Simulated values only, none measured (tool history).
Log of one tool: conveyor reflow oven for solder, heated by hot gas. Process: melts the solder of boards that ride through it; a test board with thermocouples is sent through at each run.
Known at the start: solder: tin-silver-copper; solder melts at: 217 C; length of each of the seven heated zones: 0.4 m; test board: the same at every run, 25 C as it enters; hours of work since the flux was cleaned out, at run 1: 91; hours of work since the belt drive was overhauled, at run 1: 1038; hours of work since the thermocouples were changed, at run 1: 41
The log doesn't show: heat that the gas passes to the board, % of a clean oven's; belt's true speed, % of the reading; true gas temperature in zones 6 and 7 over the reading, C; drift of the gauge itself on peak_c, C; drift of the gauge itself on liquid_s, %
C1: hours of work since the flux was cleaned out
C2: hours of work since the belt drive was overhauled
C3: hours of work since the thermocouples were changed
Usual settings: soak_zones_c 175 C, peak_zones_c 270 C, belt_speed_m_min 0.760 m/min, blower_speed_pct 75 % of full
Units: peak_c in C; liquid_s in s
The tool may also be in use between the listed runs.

Run 1, hour 0.0: usual settings; C1 91; C2 1038; C3 41. Result: peak_c 258.3 C, liquid_s 52.2 s.
Run 2, hour 66.8: usual settings; C1 128; C2 1075; C3 78. Result: peak_c 258.5 C, liquid_s 52.0 s.
Run 3, hour 140.8: usual settings but soak_zones_c 176 C; C1 169; C2 1115; C3 119. Result: peak_c 259.3 C, liquid_s 52.2 s.
Run 4, hour 175.9: usual settings but soak_zones_c 168 C; C1 189; C2 1135; C3 138. Result: peak_c 258.0 C, liquid_s 49.8 s.
Run 5, hour 261.1: usual settings but blower_speed_pct 54 % of full; C1 236; C2 1182; C3 185. Result: peak_c 254.1 C, liquid_s 48.5 s.
Run 6, hour 302.2: usual settings but blower_speed_pct 54 % of full; C1 258; C2 1205; C3 208. Result: peak_c 254.9 C, liquid_s 48.9 s.
Run 7, hour 374.9: usual settings but blower_speed_pct 54 % of full; C1 299; C2 1245; C3 248. Result: peak_c 254.8 C, liquid_s 48.0 s.
At hour 434.7: belt drive overhauled, speed set with a stopwatch.
At hour 455.8: flux residue cleaned out of gas plates and filters.
Run 8, hour 457.3: usual settings; C1 1; C2 10; C3 289. Result: peak_c 258.7 C, liquid_s 51.5 s.
Run 9, hour 528.5: usual settings but soak_zones_c 189 C; C1 40; C2 49; C3 328. Result: peak_c 261.2 C, liquid_s 56.6 s.
Run 10, hour 576.2: usual settings but soak_zones_c 189 C; C1 66; C2 75; C3 354. Result: peak_c 260.4 C, liquid_s 57.1 s.
Run 11, hour 658.6: usual settings but soak_zones_c 189 C; C1 112; C2 121; C3 400. Result: peak_c 260.8 C, liquid_s 57.4 s.
Run 12, hour 743.9: usual settings but soak_zones_c 170 C, peak_zones_c 281 C; C1 159; C2 168; C3 447. Result: peak_c 267.5 C, liquid_s 54.4 s.
Run 13, hour 803.7: usual settings but soak_zones_c 170 C, peak_zones_c 281 C; C1 192; C2 201; C3 480. Result: peak_c 267.8 C, liquid_s 54.7 s.
Run 14, hour 887.8: usual settings but soak_zones_c 170 C, peak_zones_c 281 C; C1 239; C2 248; C3 527. Result: peak_c 268.3 C, liquid_s 53.9 s.
Run 15, hour 940.7: usual settings but soak_zones_c 173 C, belt_speed_m_min 0.735 m/min; C1 268; C2 277; C3 556. Result: peak_c 258.4 C, liquid_s 53.9 s.
Run 16, hour 1015.9: usual settings but soak_zones_c 181 C, peak_zones_c 273 C, belt_speed_m_min 0.800 m/min, blower_speed_pct 72 % of full; C1 309; C2 318; C3 597. Result: peak_c 260.3 C, liquid_s 51.3 s.
Run 17, hour 1058.3: usual settings but soak_zones_c 172 C, belt_speed_m_min 0.847 m/min, blower_speed_pct 58 % of full; C1 333; C2 342; C3 621. Result: peak_c 250.8 C, liquid_s 41.0 s.
At hour 1068.9: flux residue cleaned out of gas plates and filters.
Run 18, hour 1099.4: usual settings but soak_zones_c 173 C, peak_zones_c 274 C, belt_speed_m_min 0.716 m/min, blower_speed_pct 77 % of full; C1 17; C2 362; C3 641. Result: peak_c 263.9 C, liquid_s 57.3 s.

3 ways to go on from here, each from the tool as it stands after run 18. What would each give?
Run A, hour 1139.7: usual settings but soak_zones_c 166 C, peak_zones_c 274 C, belt_speed_m_min 0.716 m/min, blower_speed_pct 77 % of full; C1 39; C2 384; C3 663. Result: peak_c ?, liquid_s ?.
Run B, hour 1139.7: usual settings but soak_zones_c 168 C, peak_zones_c 280 C; C1 39; C2 384; C3 663. Result: peak_c ?, liquid_s ?.
Run C, hour 1139.7: usual settings but soak_zones_c 186 C, peak_zones_c 268 C, belt_speed_m_min 0.716 m/min, blower_speed_pct 77 % of full; C1 39; C2 384; C3 663. Result: peak_c ?, liquid_s ?.

run  peak_c  liquid_s
  A   263.5      54.4
  B   266.8      52.8
  C   259.8      60.4
Without the tool's hidden state the same runs would have given:
run  peak_c  liquid_s
  A   263.4      54.4
  B   266.7      52.7
  C   259.7      60.3

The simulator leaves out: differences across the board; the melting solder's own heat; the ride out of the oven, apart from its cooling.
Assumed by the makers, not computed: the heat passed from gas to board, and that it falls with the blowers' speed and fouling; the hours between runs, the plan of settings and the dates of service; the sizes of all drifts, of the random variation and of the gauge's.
